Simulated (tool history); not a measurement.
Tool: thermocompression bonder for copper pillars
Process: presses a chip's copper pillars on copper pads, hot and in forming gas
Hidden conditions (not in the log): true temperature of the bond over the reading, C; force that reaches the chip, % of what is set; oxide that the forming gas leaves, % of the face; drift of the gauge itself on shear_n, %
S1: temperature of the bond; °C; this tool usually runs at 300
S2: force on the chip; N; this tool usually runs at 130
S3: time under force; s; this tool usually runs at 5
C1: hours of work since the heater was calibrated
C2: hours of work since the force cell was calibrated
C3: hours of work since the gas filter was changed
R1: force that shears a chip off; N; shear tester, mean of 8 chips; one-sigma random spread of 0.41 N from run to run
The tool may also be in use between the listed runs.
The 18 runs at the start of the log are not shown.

{"run": 19, "day": 33.558, "S1": 329, "S2": 130, "S3": 7, "C1": 1214, "C2": 1073, "C3": 110, "R1": 96.2}
{"day": 33.779, "done": "forming gas filter changed"}
{"run": 20, "day": 36.442, "S1": 271, "S2": 105, "S3": 6, "C1": 1262, "C2": 1121, "C3": 45, "R1": 60.7}
{"run": 21, "day": 38.55, "S1": 271, "S2": 105, "S3": 4, "C1": 1298, "C2": 1157, "C3": 81, "R1": 52.9}
{"day": 40.721, "done": "forming gas filter changed"}
{"run": 22, "day": 41.121, "S1": 271, "S2": 105, "S3": 4, "C1": 1341, "C2": 1200, "C3": 7, "R1": 53.2}
{"day": 42.45, "done": "heater calibrated with a thermocouple chip"}
{"run": 23, "day": 42.633, "S1": 271, "S2": 105, "S3": 4, "C1": 3, "C2": 1224, "C3": 31, "R1": 52.6}
{"run": 24, "day": 45.321, "S1": 271, "S2": 105, "S3": 4, "C1": 48, "C2": 1269, "C3": 76, "R1": 53.3}
{"day": 47.608, "done": "forming gas filter changed"}
{"run": 25, "day": 48.196, "S1": 282, "S2": 130, "S3": 3, "C1": 97, "C2": 1317, "C3": 10, "R1": 60.3}
{"run": 26, "day": 50.946, "S1": 293, "S2": 142, "S3": 5, "C1": 143, "C2": 1364, "C3": 56, "R1": 79.2}
{"run": 27, "day": 53.283, "S1": 302, "S2": 150, "S3": 3, "C1": 182, "C2": 1403, "C3": 96, "R1": 74.9}
{"day": 54.358, "done": "forming gas filter changed"}
{"run": 28, "day": 55.846, "S1": 286, "S2": 130, "S3": 5, "C1": 225, "C2": 1446, "C3": 25, "R1": 72.8}
{"run": 29, "day": 58.521, "S1": 286, "S2": 157, "S3": 14, "C1": 270, "C2": 1491, "C3": 70, "R1": 97.7}
{"day": 59.612, "done": "force cell calibrated"}
{"run": 30, "day": 60.467, "S1": 286, "S2": 157, "S3": 14, "C1": 302, "C2": 14, "C3": 102, "R1": 98.4}
{"day": 61.333, "done": "forming gas filter changed"}
{"run": 31, "day": 62.046, "S1": 286, "S2": 157, "S3": 14, "C1": 329, "C2": 41, "C3": 12, "R1": 98.4}
{"run": 32, "day": 64.654, "S1": 305, "S2": 123, "S3": 15, "C1": 373, "C2": 85, "C3": 56, "R1": 99.3}
{"run": 33, "day": 65.85, "S1": 298, "S2": 123, "S3": 11, "C1": 393, "C2": 105, "C3": 76, "R1": 91.2}
{"day": 68.192, "done": "forming gas filter changed"}
{"run": 34, "day": 68.625, "S1": 298, "S2": 123, "S3": 11, "C1": 439, "C2": 151, "C3": 7, "R1": 91}
{"run": 35, "day": 71.5, "S1": 330, "S2": 137, "S3": 11, "C1": 488, "C2": 200, "C3": 56, "R1": 103.1}
{"run": 36, "day": 73.904, "S1": 300, "S2": 111, "S3": 9, "C1": 528, "C2": 240, "C3": 96, "R1": 84.8}
{"day": 75.046, "done": "forming gas filter changed"}
{"run": 37, "day": 76.654, "S1": 300, "S2": 118, "S3": 4, "C1": 574, "C2": 287, "C3": 27, "R1": 71.1}
{"run": 38, "day": 78.271, "S1": 300, "S2": 118, "S3": 4, "C1": 602, "C2": 314, "C3": 54, "R1": 71}

Forecast each of these 3 alternatives for the next run:
{"run": "A", "day": 80.658, "S1": 280, "S2": 118, "S3": 4, "C1": 642, "C2": 354, "C3": 95, "R1": "?"}
{"run": "B", "day": 80.658, "S1": 300, "S2": 118, "S3": 14, "C1": 642, "C2": 354, "C3": 95, "R1": "?"}
{"run": "C", "day": 80.658, "S1": 300, "S2": 137, "S3": 6, "C1": 642, "C2": 354, "C3": 95, "R1": "?"}

run=A R1=61.1
run=B R1=95.9
run=C R1=84.6
Without the tool's hidden state the same runs would have given:
run=A R1=61.1
run=B R1=96
run=C R1=84.7

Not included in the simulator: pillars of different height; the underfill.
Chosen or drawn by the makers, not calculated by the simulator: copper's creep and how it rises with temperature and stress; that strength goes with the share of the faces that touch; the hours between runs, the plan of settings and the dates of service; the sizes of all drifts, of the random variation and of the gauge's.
